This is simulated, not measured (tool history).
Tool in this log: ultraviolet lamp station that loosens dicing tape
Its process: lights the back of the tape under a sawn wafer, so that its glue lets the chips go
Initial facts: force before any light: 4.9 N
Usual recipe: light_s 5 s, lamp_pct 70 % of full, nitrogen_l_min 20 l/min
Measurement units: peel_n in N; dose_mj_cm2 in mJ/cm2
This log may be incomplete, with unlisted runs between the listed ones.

Run 1, hour 0: usual settings. Result: peel_n 0.34 N, dose_mj_cm2 174 mJ/cm2.
Run 2, hour 7.1: usual settings. Result: peel_n 0.356 N, dose_mj_cm2 178 mJ/cm2.
Run 3, hour 18.4: usual settings but nitrogen_l_min 22 l/min. Result: peel_n 0.354 N, dose_mj_cm2 178 mJ/cm2.
Run 4, hour 31.1: usual settings but nitrogen_l_min 22 l/min. Result: peel_n 0.332 N, dose_mj_cm2 178 mJ/cm2.
Run 5, hour 39.3: usual settings. Result: peel_n 0.335 N, dose_mj_cm2 180 mJ/cm2.
Run 6, hour 52.2: usual settings. Result: peel_n 0.354 N, dose_mj_cm2 173 mJ/cm2.
Run 7, hour 59.3: usual settings. Result: peel_n 0.375 N, dose_mj_cm2 176 mJ/cm2.
Run 8, hour 69.8: usual settings. Result: peel_n 0.337 N, dose_mj_cm2 180 mJ/cm2.
Run 9, hour 77.5: usual settings. Result: peel_n 0.343 N, dose_mj_cm2 173 mJ/cm2.
Run 10, hour 90.1: usual settings. Result: peel_n 0.363 N, dose_mj_cm2 173 mJ/cm2.
Run 11, hour 102.8: usual settings. Result: peel_n 0.342 N, dose_mj_cm2 180 mJ/cm2.
Run 12, hour 110.8: usual settings. Result: peel_n 0.361 N, dose_mj_cm2 176 mJ/cm2.
Run 13, hour 120.5: usual settings. Result: peel_n 0.337 N, dose_mj_cm2 177 mJ/cm2.
Run 14, hour 130: usual settings but lamp_pct 81 % of full. Result: peel_n 0.279 N, dose_mj_cm2 207 mJ/cm2.
Run 15, hour 139.9: usual settings but lamp_pct 67 % of full. Result: peel_n 0.371 N, dose_mj_cm2 173 mJ/cm2.
Run 16, hour 151.4: usual settings but lamp_pct 67 % of full. Result: peel_n 0.376 N, dose_mj_cm2 168 mJ/cm2.
Run 17, hour 164.5: usual settings but lamp_pct 67 % of full. Result: peel_n 0.373 N, dose_mj_cm2 169 mJ/cm2.
Run 18, hour 172.1: usual settings. Result: peel_n 0.348 N, dose_mj_cm2 180 mJ/cm2.
Run 19, hour 182.5: usual settings. Result: peel_n 0.347 N, dose_mj_cm2 178 mJ/cm2.
Run 20, hour 195.1: usual settings. Result: peel_n 0.357 N, dose_mj_cm2 178 mJ/cm2.
Run 21, hour 201.3: usual settings but nitrogen_l_min 8 l/min. Result: peel_n 0.613 N, dose_mj_cm2 176 mJ/cm2.
Run 22, hour 212.9: usual settings but light_s 4 s, lamp_pct 71 % of full. Result: peel_n 0.481 N, dose_mj_cm2 148 mJ/cm2.
Run 23, hour 219.5: usual settings but light_s 4 s, lamp_pct 62 % of full. Result: peel_n 0.605 N, dose_mj_cm2 125 mJ/cm2.
Run 24, hour 227.3: usual settings but light_s 4 s, lamp_pct 62 % of full. Result: peel_n 0.596 N, dose_mj_cm2 125 mJ/cm2.
Run 25, hour 234.9: usual settings but light_s 2 s, lamp_pct 89 % of full, nitrogen_l_min 14 l/min. Result: peel_n 1.156 N, dose_mj_cm2 90 mJ/cm2.
Run 26, hour 248.2: usual settings but light_s 3 s, lamp_pct 99 % of full, nitrogen_l_min 23 l/min. Result: peel_n 0.401 N, dose_mj_cm2 151 mJ/cm2.
Run 27, hour 259.1: usual settings but nitrogen_l_min 10 l/min. Result: peel_n 0.531 N, dose_mj_cm2 179 mJ/cm2.
Run 28, hour 266.2: usual settings but light_s 3 s, lamp_pct 65 % of full, nitrogen_l_min 25 l/min. Result: peel_n 0.772 N, dose_mj_cm2 100 mJ/cm2.
Run 29, hour 274.5: usual settings but lamp_pct 81 % of full. Result: peel_n 0.279 N, dose_mj_cm2 204 mJ/cm2.
Run 30, hour 287.4: usual settings but light_s 3 s, lamp_pct 78 % of full. Result: peel_n 0.651 N, dose_mj_cm2 118 mJ/cm2.
Run 31, hour 293.4: usual settings but light_s 3 s, lamp_pct 78 % of full. Result: peel_n 0.654 N, dose_mj_cm2 115 mJ/cm2.
Run 32, hour 303.2: usual settings but light_s 6 s, lamp_pct 81 % of full, nitrogen_l_min 39 l/min. Result: peel_n 0.223 N, dose_mj_cm2 245 mJ/cm2.
Run 33, hour 311.7: usual settings but light_s 6 s, lamp_pct 81 % of full, nitrogen_l_min 39 l/min. Result: peel_n 0.217 N, dose_mj_cm2 247 mJ/cm2.
Run 34, hour 319.6: usual settings but light_s 3 s. Result: peel_n 0.798 N, dose_mj_cm2 109 mJ/cm2.
Run 35, hour 333.8: usual settings but light_s 9 s, lamp_pct 100 % of full, nitrogen_l_min 17 l/min. Result: peel_n 0.205 N, dose_mj_cm2 457 mJ/cm2.
Run 36, hour 339.7: usual settings but light_s 8 s. Result: peel_n 0.232 N, dose_mj_cm2 281 mJ/cm2.
Run 37, hour 348.1: usual settings but light_s 8 s. Result: peel_n 0.214 N, dose_mj_cm2 282 mJ/cm2.
Run 38, hour 361.1: usual settings but light_s 8 s, lamp_pct 66 % of full, nitrogen_l_min 19 l/min. Result: peel_n 0.228 N, dose_mj_cm2 271 mJ/cm2.
Run 39, hour 372.4: usual settings but light_s 8 s, lamp_pct 66 % of full, nitrogen_l_min 19 l/min. Result: peel_n 0.234 N, dose_mj_cm2 265 mJ/cm2.
Run 40, hour 383.2: usual settings but light_s 8 s, lamp_pct 66 % of full, nitrogen_l_min 19 l/min. Result: peel_n 0.242 N, dose_mj_cm2 266 mJ/cm2.
Run 41, hour 390: usual settings but light_s 8 s, lamp_pct 63 % of full, nitrogen_l_min 27 l/min. Result: peel_n 0.222 N, dose_mj_cm2 255 mJ/cm2.
Run 42, hour 403.9: usual settings but light_s 4 s, lamp_pct 76 % of full. Result: peel_n 0.41 N, dose_mj_cm2 153 mJ/cm2.

Alternative continuations, all from the tool just after run 42; predict every row:
Run A, hour 411.5: usual settings but light_s 8 s. Result: peel_n ?, dose_mj_cm2 ?.
Run B, hour 411.5: usual settings but nitrogen_l_min 14 l/min. Result: peel_n ?, dose_mj_cm2 ?.
Run C, hour 411.5: usual settings but light_s 4 s, lamp_pct 66 % of full. Result: peel_n ?, dose_mj_cm2 ?.
Run D, hour 411.5: usual settings but light_s 3 s, nitrogen_l_min 7 l/min. Result: peel_n ?, dose_mj_cm2 ?.

run  peel_n  dose_mj_cm2
  A    0.21          284
  B   0.415          179
  C   0.537          132
  D   1.326          106
Without the tool's hidden state the same runs would have given:
run  peel_n  dose_mj_cm2
  A   0.209          284
  B   0.414          179
  C   0.535          132
  D   1.323          106
